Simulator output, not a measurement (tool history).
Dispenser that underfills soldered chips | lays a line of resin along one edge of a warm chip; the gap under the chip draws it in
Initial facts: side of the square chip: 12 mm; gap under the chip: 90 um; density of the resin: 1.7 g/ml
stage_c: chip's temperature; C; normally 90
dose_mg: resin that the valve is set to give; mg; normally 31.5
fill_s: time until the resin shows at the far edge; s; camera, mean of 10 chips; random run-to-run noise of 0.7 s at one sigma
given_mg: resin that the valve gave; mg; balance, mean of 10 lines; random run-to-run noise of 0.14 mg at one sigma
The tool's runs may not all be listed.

run   hour  stage_c  dose_mg  fill_s  given_mg
  1      0       90     31.5    77.1     29.32
       5.5  -- new syringe of resin
      11.3  -- dispensing valve cleaned and set on the balance
  2   13.4       90     31.5    95.5     31.53
      14.5  -- new syringe of resin
      22.5  -- new syringe of resin
  3     29       99     31.5    72.7     31.46
      31.4  -- new syringe of resin
        40  -- new syringe of resin
  4   44.6       90     34.2    82.7     33.58
      48.6  -- new syringe of resin
      57.3  -- new syringe of resin
  5   57.3       90     34.2    60.4     33.24
      65.7  -- new syringe of resin
  6   71.6       97     31.5    73.8      30.4
      74.4  -- new syringe of resin
      82.5  -- new syringe of resin
  7   87.8       97     31.5    69.5     30.07
      91.1  -- new syringe of resin
      99.9  -- new syringe of resin
  8  101.9       90     27.6    71.9     26.08
     108.4  -- new syringe of resin
  9  109.8       90     27.6    70.3      25.8
       117  -- new syringe of resin
     125.7  -- new syringe of resin
 10  125.9       90     33.6    58.9     31.17
     133.8  -- dispensing valve cleaned and set on the balance
 11  133.8       90     33.6    95.6     33.48
     135.1  -- new syringe of resin
     143.5  -- new syringe of resin
 12  149.2       90     33.6    87.9     33.37
     151.8  -- new syringe of resin
       160  -- new syringe of resin
 13  161.7       90     33.6    66.2     32.96
       168  -- new syringe of resin
 14  173.6       90     33.6    86.7     32.74
     176.7  -- new syringe of resin
 15  182.8       90     33.6    89.5     32.71
     185.4  -- new syringe of resin
     193.5  -- new syringe of resin
 16  196.7       90     27.8    76.5     26.97
     202.7  -- new syringe of resin
 17  208.6       95     27.8    78.2     26.63
     210.8  -- new syringe of resin
     218.7  -- new syringe of resin
 18  223.1       82     31.5   104.5     30.15
     226.9  -- new syringe of resin
     235.7  -- new syringe of resin
 19  237.8       82     31.5    92.3     29.39
     244.2  -- new syringe of resin
 20  247.8       81     29.3   103.6     27.21
     252.8  -- new syringe of resin
     257.1  -- dispensing valve cleaned and set on the balance
 21  257.1       78     31.4   108.2     31.51
     262.9  -- new syringe of resin
 22  266.2      104     38.2    46.1     38.09
       272  -- new syringe of resin
 23  275.8       96     36.9    60.8     36.42
     280.3  -- new syringe of resin
     288.4  -- new syringe of resin
 24  291.9       90     36.6      72     36.17
     297.4  -- new syringe of resin
     305.9  -- new syringe of resin
 25  306.1       87     36.6    62.9     35.38
     314.5  -- new syringe of resin
 26  318.5      100     30.3    56.7     29.29
     323.2  -- new syringe of resin
 27  327.2       90     29.8    78.9      28.7
     331.4  -- new syringe of resin
       340  -- new syringe of resin
 28  342.9       92     33.7    65.3     32.23
     348.5  -- new syringe of resin
     356.7  -- new syringe of resin
 29  357.8       92     34.9    57.3     32.94
       365  -- new syringe of resin
 30    372       88     33.9    95.9     31.68
     373.6  -- new syringe of resin
     379.4  -- dispensing valve cleaned and set on the balance
 31  379.8       88     35.1    84.3     35.09
     383.3  -- new syringe of resin
 32  388.4       93     28.2    78.2        28
     391.8  -- new syringe of resin
     400.2  -- new syringe of resin
 33  401.3       93     28.2    57.9     27.65

Below are 3 alternative next runs, each starting from the tool's condition after run 33. Predict each:
  A  407.6      104     28.2       ?         ?
  B  407.6       93     27.4       ?         ?
  C  407.6       99     30.7       ?         ?

run  fill_s  given_mg
  A    64.9     27.71
  B    90.2     26.84
  C    74.1     30.32
What these runs would have given with no unlogged condition in the tool:
run  fill_s  given_mg
  A    42.5     28.25
  B    59.2     27.36
  C    48.6      30.9

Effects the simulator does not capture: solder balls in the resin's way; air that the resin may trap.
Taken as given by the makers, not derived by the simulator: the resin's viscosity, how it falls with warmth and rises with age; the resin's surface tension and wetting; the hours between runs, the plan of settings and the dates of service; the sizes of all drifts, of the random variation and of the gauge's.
